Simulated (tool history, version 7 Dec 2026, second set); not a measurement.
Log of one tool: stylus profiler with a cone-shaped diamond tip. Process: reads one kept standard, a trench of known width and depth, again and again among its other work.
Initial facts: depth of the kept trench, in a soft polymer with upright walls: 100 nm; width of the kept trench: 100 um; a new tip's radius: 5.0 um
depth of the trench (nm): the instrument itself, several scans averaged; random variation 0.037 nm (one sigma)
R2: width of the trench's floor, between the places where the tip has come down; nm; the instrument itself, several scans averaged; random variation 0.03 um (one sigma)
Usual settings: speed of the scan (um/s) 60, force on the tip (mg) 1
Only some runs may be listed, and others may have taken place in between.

Run 1, hour 0: usual settings. Result: depth of the trench (nm) 100.82, R2 97430 nm.
Run 2, hour 92.2: usual settings. Result: depth of the trench (nm) 100.89, R2 97410 nm.
Run 3, hour 147.5: usual settings. Result: depth of the trench (nm) 100.84, R2 97400 nm.
Run 4, hour 257.4: usual settings. Result: depth of the trench (nm) 100.82, R2 97380 nm.
Run 5, hour 321.3: usual settings. Result: depth of the trench (nm) 100.78, R2 97440 nm.
Run 6, hour 403.3: usual settings. Result: depth of the trench (nm) 100.81, R2 97390 nm.
Run 7, hour 461.7: usual settings. Result: depth of the trench (nm) 100.84, R2 97420 nm.
Run 8, hour 533.4: usual settings. Result: depth of the trench (nm) 100.88, R2 97430 nm.
Run 9, hour 638.1: usual settings but force on the tip (mg) 1.93. Result: depth of the trench (nm) 101.32, R2 97640 nm.
Run 10, hour 725: usual settings. Result: depth of the trench (nm) 100.85, R2 97410 nm.
Run 11, hour 793.8: usual settings but speed of the scan (um/s) 16. Result: depth of the trench (nm) 100.8, R2 97870 nm.
Run 12, hour 893: usual settings but speed of the scan (um/s) 16. Result: depth of the trench (nm) 100.75, R2 97840 nm.
Run 13, hour 990.7: usual settings but speed of the scan (um/s) 16. Result: depth of the trench (nm) 100.84, R2 97810 nm.
Run 14, hour 1086.1: usual settings. Result: depth of the trench (nm) 100.78, R2 97410 nm.
Run 15, hour 1195.6: usual settings. Result: depth of the trench (nm) 100.85, R2 97410 nm.
Run 16, hour 1297.9: usual settings but force on the tip (mg) 1.62. Result: depth of the trench (nm) 101.23, R2 97530 nm.
Run 17, hour 1373.5: usual settings but force on the tip (mg) 1.62. Result: depth of the trench (nm) 101.19, R2 97510 nm.
Run 18, hour 1466.4: usual settings but speed of the scan (um/s) 218, force on the tip (mg) 1.01. Result: depth of the trench (nm) 100.85, R2 95940 nm.
Run 19, hour 1553.7: usual settings but speed of the scan (um/s) 218, force on the tip (mg) 1.01. Result: depth of the trench (nm) 100.76, R2 95890 nm.
Run 20, hour 1663.8: usual settings but speed of the scan (um/s) 16, force on the tip (mg) 0.41. Result: depth of the trench (nm) 100.46, R2 97770 nm.
Run 21, hour 1771.8: usual settings but speed of the scan (um/s) 156, force on the tip (mg) 0.71. Result: depth of the trench (nm) 100.6, R2 96220 nm.
Run 22, hour 1880.1: usual settings but speed of the scan (um/s) 29, force on the tip (mg) 0.39. Result: depth of the trench (nm) 100.41, R2 97540 nm.
Run 23, hour 1977.3: usual settings but speed of the scan (um/s) 29, force on the tip (mg) 0.39. Result: depth of the trench (nm) 100.41, R2 97550 nm.
Run 24, hour 2034.5: usual settings but speed of the scan (um/s) 147, force on the tip (mg) 2.09. Result: depth of the trench (nm) 101.36, R2 97000 nm.
Run 25, hour 2114.4: usual settings but speed of the scan (um/s) 16, force on the tip (mg) 0.34. Result: depth of the trench (nm) 100.42, R2 97730 nm.

What will run 26 give?
Run 26, hour 2189.3: usual settings but speed of the scan (um/s) 194, force on the tip (mg) 0.39. Result: depth of the trench (nm) ?, R2 ?.

{"run 26": {"depth of the trench (nm)": 100.43, "R2": 94950}}
If the tool had no hidden condition, the same run with the same run-to-run variation would have returned depth of the trench (nm) 100.44, R2 94980 nm.
